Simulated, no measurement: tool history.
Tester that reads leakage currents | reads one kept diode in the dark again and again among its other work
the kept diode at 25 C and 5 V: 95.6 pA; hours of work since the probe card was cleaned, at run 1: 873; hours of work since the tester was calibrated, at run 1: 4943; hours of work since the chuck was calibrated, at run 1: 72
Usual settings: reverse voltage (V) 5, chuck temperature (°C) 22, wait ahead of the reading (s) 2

run,day,reverse voltage (V),chuck temperature (°C),wait ahead of the reading (s),hours of work since the probe card was cleaned,hours of work since the tester was calibrated,hours of work since the chuck was calibrated,current that the tester gives (pA)
1,0,5,22,2,873,4943,72,72.92
2,4.392,5,22,2,925,4995,124,73.44
3,14.162,5,22,2,1040,5110,239,72.92
4,22.921,5,22,2,1144,5213,342,73.23
5,32.683,5,22,3.56,1259,5328,457,72.71
6,37.246,5,22,3.56,1312,5382,511,73.09
7,41.754,5,22,2,1366,5435,564,73
# day 42.704: chuck's temperature calibrated
8,47.758,1.69,22,2,1435,5505,60,42.97
# day 54.771: tester calibrated
9,54.879,1.21,22,2,1518,1,142,36.28
10,65.683,5,22,2,1646,129,270,73.43
11,73.304,5,22,2,1735,218,360,73.1
12,83.696,5,22,2,1858,341,482,72.92
13,89.638,5,22,2,1928,411,552,73.36
# day 92.312: chuck's temperature calibrated
14,97.862,8.4,22,2,2024,507,65,94.68
15,107.188,5,22,2,2134,617,175,73.68
16,117.288,5,22,2,2253,736,294,73.27
17,126.3,5,22,2,2359,842,401,73.41
18,134.7,5,22,2,2458,941,500,72.89
# day 141.133: chuck's temperature calibrated
19,145.325,5,22,2,2582,1065,49,73.23
20,153.917,5,22,2,2683,1167,151,73.84
21,161.679,19.2,22,2.71,2775,1258,242,143.34
22,166.329,1.85,28,0.96,2830,1313,297,76.43
23,176.842,18.56,30,0.32,2954,1437,421,290.97
24,185.692,10.96,21,4.56,3058,1541,525,98.28
# day 190.871: probe card cleaned and baked
# day 190.954: chuck's temperature calibrated
25,196.229,10.96,21,4.56,62,1663,62,97.73
26,204.158,2.86,49,1.6,156,1756,156,536.74
27,212.575,16.11,24,0.57,255,1855,255,159.55
28,217.346,5,22,3.16,311,1912,311,73.28
29,222.621,7.22,23,3.18,373,1974,373,95.88
30,232.275,7.22,23,3.18,487,2088,487,96.09
# day 240.096: chuck's temperature calibrated
31,242.788,2.28,22,4.08,610,2210,32,49.5
32,249.412,2.8,36,7.19,688,2289,110,186.11
33,255.171,5,29,1.94,756,2356,178,137.57
34,261.392,5,44,3.21,829,2430,251,478.57
35,266.917,5,44,3.21,894,2495,316,479.24
36,271.7,3.26,38,0.5,951,2551,372,238.62
37,279.05,2.31,38,5.04,1037,2638,459,201.23
38,287.062,2.31,38,5.04,1132,2732,554,201.46
# day 289.096: chuck's temperature calibrated
39,297.146,1.7,21,0.37,1250,2850,95,39.6

4 ways to go on from here, each from the tool as it stands after run 39. What would each give?
A,306.4,1.03,22,0.46,1359,2959,204,?
B,306.4,1.36,41,0.37,1359,2959,204,?
C,306.4,1.59,22,1.22,1359,2959,204,?
D,306.4,2.83,22,0.51,1359,2959,204,?

run,current that the tester gives (pA)
A,33.58
B,198.61
C,41.54
D,55.68
Without the tool's hidden state the same runs would have given:
run,current that the tester gives (pA)
A,33.57
B,198.57
C,41.53
D,55.66

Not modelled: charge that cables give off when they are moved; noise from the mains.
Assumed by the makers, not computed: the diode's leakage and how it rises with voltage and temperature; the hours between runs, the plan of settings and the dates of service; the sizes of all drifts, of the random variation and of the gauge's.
